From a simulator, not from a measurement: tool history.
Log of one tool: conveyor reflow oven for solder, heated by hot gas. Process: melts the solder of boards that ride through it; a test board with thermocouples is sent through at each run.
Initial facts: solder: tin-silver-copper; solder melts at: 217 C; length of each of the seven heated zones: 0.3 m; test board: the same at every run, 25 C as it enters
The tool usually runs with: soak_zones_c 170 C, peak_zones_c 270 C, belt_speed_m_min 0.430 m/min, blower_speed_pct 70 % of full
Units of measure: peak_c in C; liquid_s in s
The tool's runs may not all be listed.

run,hour,soak_zones_c,peak_zones_c,belt_speed_m_min,blower_speed_pct,peak_c,liquid_s
1,0.0,170,270,0.430,70,251.0,59.5
2,44.4,170,270,0.430,70,250.9,59.5
3,103.1,170,270,0.430,70,250.3,60.1
# hour 130.6: belt drive overhauled, speed set with a stopwatch
4,161.0,170,270,0.430,70,250.2,58.3
5,188.7,170,270,0.430,70,249.2,57.5
6,236.3,170,270,0.430,70,249.1,57.5
7,273.3,170,270,0.430,70,249.1,57.7
8,331.2,170,270,0.430,70,249.7,57.7
# hour 341.4: flux residue cleaned out of gas plates and filters
9,368.9,170,270,0.469,77,249.7,52.0
10,396.0,169,270,0.423,87,254.2,63.7
11,438.1,172,262,0.423,87,248.0,60.2
12,470.2,169,262,0.399,83,247.1,62.3
13,509.3,169,262,0.399,83,247.0,62.5
14,539.7,167,280,0.355,70,264.2,83.6
15,569.2,167,280,0.355,70,264.2,82.2

A few steps of peak_c between consecutive runs. Split each: what settings, incoming material and random variation would produce without the hidden state, and what is left over for the hidden state, along with gauge scatter present in only one of the two compared results (measured, and without hidden state):
Hidden state present: heat that the gas passes to the board, % of a clean oven's; belt's true speed, % of the reading; true gas temperature in zones 6 and 7 over the reading, C; drift of the gauge itself on peak_c, C; drift of the gauge itself on liquid_s, %.
Run 8 -> 9: belt_speed_m_min 0.430 -> 0.469, blower_speed_pct 70 -> 77, flux residue cleaned out of gas plates and filters. peak_c +0.0 C: hidden state +1.2, all else -1.2.
Run 13 -> 14: soak_zones_c 169 -> 167, peak_zones_c 262 -> 280, belt_speed_m_min 0.399 -> 0.355, blower_speed_pct 83 -> 70. peak_c +17.2 C: hidden state -0.2, all else +17.4.
